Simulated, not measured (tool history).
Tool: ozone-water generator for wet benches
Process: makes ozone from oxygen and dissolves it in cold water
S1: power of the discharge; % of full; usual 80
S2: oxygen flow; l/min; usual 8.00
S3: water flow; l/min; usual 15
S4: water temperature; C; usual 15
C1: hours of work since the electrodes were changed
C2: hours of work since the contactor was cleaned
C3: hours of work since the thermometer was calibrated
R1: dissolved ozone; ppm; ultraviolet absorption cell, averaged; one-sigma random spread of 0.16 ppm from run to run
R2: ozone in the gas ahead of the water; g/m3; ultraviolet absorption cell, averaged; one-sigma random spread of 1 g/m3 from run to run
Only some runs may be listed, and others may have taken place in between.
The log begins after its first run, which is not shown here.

run 2 hour=85.9 | S1=80 S2=8.00 S3=15 S4=15 | C1=3842 C2=1096 C3=3842 | R1=20.6 R2=176.9
run 3 hour=161.8 | S1=80 S2=8.00 S3=15 S4=15 | C1=3911 C2=1165 C3=3911 | R1=20.5 R2=176.5
run 4 hour=326.7 | S1=80 S2=8.00 S3=15 S4=15 | C1=4061 C2=1316 C3=4061 | R1=20.8 R2=174.0
run 5 hour=485.6 | S1=80 S2=8.00 S3=15 S4=15 | C1=4206 C2=1461 C3=4206 | R1=20.5 R2=174.9
run 6 hour=615.5 | S1=80 S2=8.00 S3=15 S4=18 | C1=4325 C2=1579 C3=4325 | R1=19.5 R2=174.9
run 7 hour=778.8 | S1=80 S2=8.15 S3=15 S4=15 | C1=4473 C2=1728 C3=4473 | R1=20.6 R2=174.8
run 8 hour=869.1 | S1=85 S2=8.00 S3=15 S4=15 | C1=4556 C2=1810 C3=4556 | R1=21.8 R2=183.9
run 9 hour=1033.6 | S1=80 S2=8.00 S3=21 S4=15 | C1=4706 C2=1960 C3=4706 | R1=15.5 R2=175.0
run 10 hour=1185.9 | S1=80 S2=8.00 S3=15 S4=12 | C1=4844 C2=2099 C3=4844 | R1=21.8 R2=174.6
run 11 hour=1345.7 | S1=80 S2=8.00 S3=15 S4=12 | C1=4990 C2=2244 C3=4990 | R1=21.7 R2=173.6
-- hour=1480.1 water thermometer calibrated
run 12 hour=1486.8 | S1=80 S2=8.00 S3=15 S4=12 | C1=5118 C2=2373 C3=6 | R1=21.8 R2=174.3
-- hour=1506.9 electrodes of the discharge changed
run 13 hour=1582.1 | S1=80 S2=8.00 S3=15 S4=12 | C1=68 C2=2454 C3=87 | R1=21.9 R2=174.3
-- hour=1690.4 contactor cleaned
run 14 hour=1753.0 | S1=80 S2=8.00 S3=15 S4=10 | C1=221 C2=57 C3=240 | R1=22.8 R2=174.6
run 15 hour=1847.0 | S1=80 S2=8.00 S3=15 S4=10 | C1=306 C2=143 C3=325 | R1=23.0 R2=176.5
run 16 hour=1975.7 | S1=80 S2=8.00 S3=15 S4=10 | C1=424 C2=260 C3=443 | R1=22.4 R2=176.0
run 17 hour=2134.8 | S1=80 S2=8.00 S3=15 S4=10 | C1=569 C2=405 C3=588 | R1=22.7 R2=177.3
run 18 hour=2290.5 | S1=80 S2=8.00 S3=15 S4=10 | C1=710 C2=547 C3=730 | R1=22.7 R2=176.5
run 19 hour=2424.8 | S1=68 S2=4.58 S3=17 S4=15 | C1=833 C2=669 C3=852 | R1=15.9 R2=198.3
run 20 hour=2495.0 | S1=66 S2=4.58 S3=17 S4=15 | C1=897 C2=733 C3=916 | R1=15.8 R2=195.3
run 21 hour=2601.4 | S1=66 S2=4.58 S3=17 S4=15 | C1=994 C2=830 C3=1013 | R1=15.9 R2=193.7
run 22 hour=2733.4 | S1=53 S2=4.58 S3=17 S4=8 | C1=1114 C2=951 C3=1133 | R1=14.5 R2=165.5
run 23 hour=2824.3 | S1=53 S2=5.38 S3=17 S4=18 | C1=1197 C2=1033 C3=1216 | R1=12.9 R2=152.2
run 24 hour=2976.5 | S1=80 S2=8.00 S3=12 S4=15 | C1=1336 C2=1172 C3=1355 | R1=24.2 R2=174.6
run 25 hour=3051.4 | S1=80 S2=13.35 S3=10 S4=23 | C1=1404 C2=1240 C3=1423 | R1=20.1 R2=139.6

Forecast run 26:
run 26 hour=3175.3 | S1=80 S2=13.35 S3=10 S4=23 | C1=1517 C2=1353 C3=1536 | R1=? R2=?

R1: 20.1 ppm
R2: 139.3 g/m3
The same run, on a tool lacking any hidden state, would have yielded R1 20.2 ppm, R2 139.4 g/m3.

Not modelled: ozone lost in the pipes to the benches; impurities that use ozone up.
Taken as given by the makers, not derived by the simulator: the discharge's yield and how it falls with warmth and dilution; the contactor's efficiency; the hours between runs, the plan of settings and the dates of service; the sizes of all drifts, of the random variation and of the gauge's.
